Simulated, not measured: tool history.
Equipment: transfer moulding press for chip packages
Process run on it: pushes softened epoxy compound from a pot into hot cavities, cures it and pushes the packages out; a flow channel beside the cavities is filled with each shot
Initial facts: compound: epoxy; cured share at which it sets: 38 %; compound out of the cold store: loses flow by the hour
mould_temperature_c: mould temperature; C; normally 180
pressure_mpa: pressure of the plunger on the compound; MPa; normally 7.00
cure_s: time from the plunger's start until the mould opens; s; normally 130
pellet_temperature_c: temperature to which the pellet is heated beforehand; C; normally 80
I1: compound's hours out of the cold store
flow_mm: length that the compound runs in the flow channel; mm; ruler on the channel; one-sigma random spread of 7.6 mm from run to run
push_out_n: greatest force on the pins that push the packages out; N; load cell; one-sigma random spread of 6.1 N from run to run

{"run": 1, "hour": 0.0, "mould_temperature_c": 180, "pressure_mpa": 7.0, "cure_s": 130, "pellet_temperature_c": 80, "I1": 23.5, "flow_mm": 871, "push_out_n": 229}
{"run": 2, "hour": 30.7, "mould_temperature_c": 180, "pressure_mpa": 7.0, "cure_s": 130, "pellet_temperature_c": 84, "I1": 19.9, "flow_mm": 866, "push_out_n": 268}
{"hour": 47.9, "done": "plunger's sealing rings changed"}
{"run": 3, "hour": 89.7, "mould_temperature_c": 180, "pressure_mpa": 7.0, "cure_s": 130, "pellet_temperature_c": 80, "I1": 42.5, "flow_mm": 862, "push_out_n": 303}
{"run": 4, "hour": 136.2, "mould_temperature_c": 180, "pressure_mpa": 7.0, "cure_s": 130, "pellet_temperature_c": 80, "I1": 29.3, "flow_mm": 910, "push_out_n": 323}
{"hour": 187.1, "done": "cavities cleaned with cleaning compound and waxed"}
{"run": 5, "hour": 194.5, "mould_temperature_c": 180, "pressure_mpa": 7.0, "cure_s": 130, "pellet_temperature_c": 80, "I1": 14.3, "flow_mm": 964, "push_out_n": 235}
{"run": 6, "hour": 235.4, "mould_temperature_c": 180, "pressure_mpa": 7.0, "cure_s": 130, "pellet_temperature_c": 80, "I1": 18.6, "flow_mm": 915, "push_out_n": 266}
{"run": 7, "hour": 286.9, "mould_temperature_c": 180, "pressure_mpa": 7.0, "cure_s": 130, "pellet_temperature_c": 85, "I1": 17.7, "flow_mm": 934, "push_out_n": 302}
{"run": 8, "hour": 340.8, "mould_temperature_c": 180, "pressure_mpa": 7.0, "cure_s": 130, "pellet_temperature_c": 80, "I1": 26.9, "flow_mm": 891, "push_out_n": 326}
{"hour": 351.5, "done": "mould's thermocouples calibrated"}
{"hour": 374.7, "done": "cavities cleaned with cleaning compound and waxed"}
{"run": 9, "hour": 374.9, "mould_temperature_c": 180, "pressure_mpa": 7.0, "cure_s": 130, "pellet_temperature_c": 80, "I1": 8.8, "flow_mm": 947, "push_out_n": 238}
{"run": 10, "hour": 419.3, "mould_temperature_c": 180, "pressure_mpa": 7.0, "cure_s": 130, "pellet_temperature_c": 80, "I1": 27.6, "flow_mm": 887, "push_out_n": 276}
{"run": 11, "hour": 480.1, "mould_temperature_c": 180, "pressure_mpa": 5.21, "cure_s": 130, "pellet_temperature_c": 80, "I1": 36.1, "flow_mm": 736, "push_out_n": 310}
{"run": 12, "hour": 542.4, "mould_temperature_c": 180, "pressure_mpa": 5.21, "cure_s": 130, "pellet_temperature_c": 80, "I1": 18.6, "flow_mm": 774, "push_out_n": 315}
{"hour": 558.5, "done": "cavities cleaned with cleaning compound and waxed"}
{"run": 13, "hour": 569.7, "mould_temperature_c": 180, "pressure_mpa": 5.21, "cure_s": 130, "pellet_temperature_c": 80, "I1": 34.0, "flow_mm": 731, "push_out_n": 241}
{"run": 14, "hour": 629.7, "mould_temperature_c": 174, "pressure_mpa": 7.0, "cure_s": 130, "pellet_temperature_c": 80, "I1": 12.1, "flow_mm": 936, "push_out_n": 372}
{"run": 15, "hour": 655.6, "mould_temperature_c": 180, "pressure_mpa": 7.0, "cure_s": 130, "pellet_temperature_c": 80, "I1": 28.1, "flow_mm": 875, "push_out_n": 301}
{"run": 16, "hour": 687.0, "mould_temperature_c": 180, "pressure_mpa": 7.0, "cure_s": 130, "pellet_temperature_c": 80, "I1": 37.6, "flow_mm": 819, "push_out_n": 320}
{"run": 17, "hour": 718.6, "mould_temperature_c": 180, "pressure_mpa": 7.0, "cure_s": 138, "pellet_temperature_c": 73, "I1": 10.1, "flow_mm": 918, "push_out_n": 336}
{"hour": 742.3, "done": "cavities cleaned with cleaning compound and waxed"}
{"run": 18, "hour": 749.4, "mould_temperature_c": 186, "pressure_mpa": 6.12, "cure_s": 149, "pellet_temperature_c": 73, "I1": 33.6, "flow_mm": 766, "push_out_n": 221}
{"run": 19, "hour": 811.4, "mould_temperature_c": 180, "pressure_mpa": 7.59, "cure_s": 135, "pellet_temperature_c": 88, "I1": 35.1, "flow_mm": 843, "push_out_n": 271}
{"hour": 838.9, "done": "plunger's sealing rings changed"}
{"run": 20, "hour": 860.7, "mould_temperature_c": 180, "pressure_mpa": 7.59, "cure_s": 122, "pellet_temperature_c": 88, "I1": 11.7, "flow_mm": 1020, "push_out_n": 350}
{"run": 21, "hour": 909.1, "mould_temperature_c": 187, "pressure_mpa": 7.59, "cure_s": 122, "pellet_temperature_c": 88, "I1": 28.9, "flow_mm": 939, "push_out_n": 314}
{"hour": 930.0, "done": "cavities cleaned with cleaning compound and waxed"}
{"run": 22, "hour": 942.7, "mould_temperature_c": 185, "pressure_mpa": 6.39, "cure_s": 122, "pellet_temperature_c": 73, "I1": 32.0, "flow_mm": 849, "push_out_n": 236}
{"run": 23, "hour": 1001.7, "mould_temperature_c": 185, "pressure_mpa": 7.09, "cure_s": 122, "pellet_temperature_c": 73, "I1": 36.2, "flow_mm": 858, "push_out_n": 279}
{"run": 24, "hour": 1065.0, "mould_temperature_c": 181, "pressure_mpa": 8.59, "cure_s": 143, "pellet_temperature_c": 89, "I1": 12.3, "flow_mm": 1058, "push_out_n": 308}
{"hour": 1114.8, "done": "cavities cleaned with cleaning compound and waxed"}
{"run": 25, "hour": 1121.7, "mould_temperature_c": 181, "pressure_mpa": 8.59, "cure_s": 143, "pellet_temperature_c": 78, "I1": 22.9, "flow_mm": 996, "push_out_n": 227}
{"run": 26, "hour": 1157.1, "mould_temperature_c": 181, "pressure_mpa": 5.49, "cure_s": 151, "pellet_temperature_c": 87, "I1": 46.8, "flow_mm": 740, "push_out_n": 261}

What does the tool deliver on the next run?
{"run": 27, "hour": 1220.6, "mould_temperature_c": 180, "pressure_mpa": 5.39, "cure_s": 137, "pellet_temperature_c": 85, "I1": 20.9, "flow_mm": "?", "push_out_n": "?"}

{"run 27": {"flow_mm": 804, "push_out_n": 316}}
With no hidden state in the tool, this same run would have given flow_mm 840 mm, push_out_n 232 N.
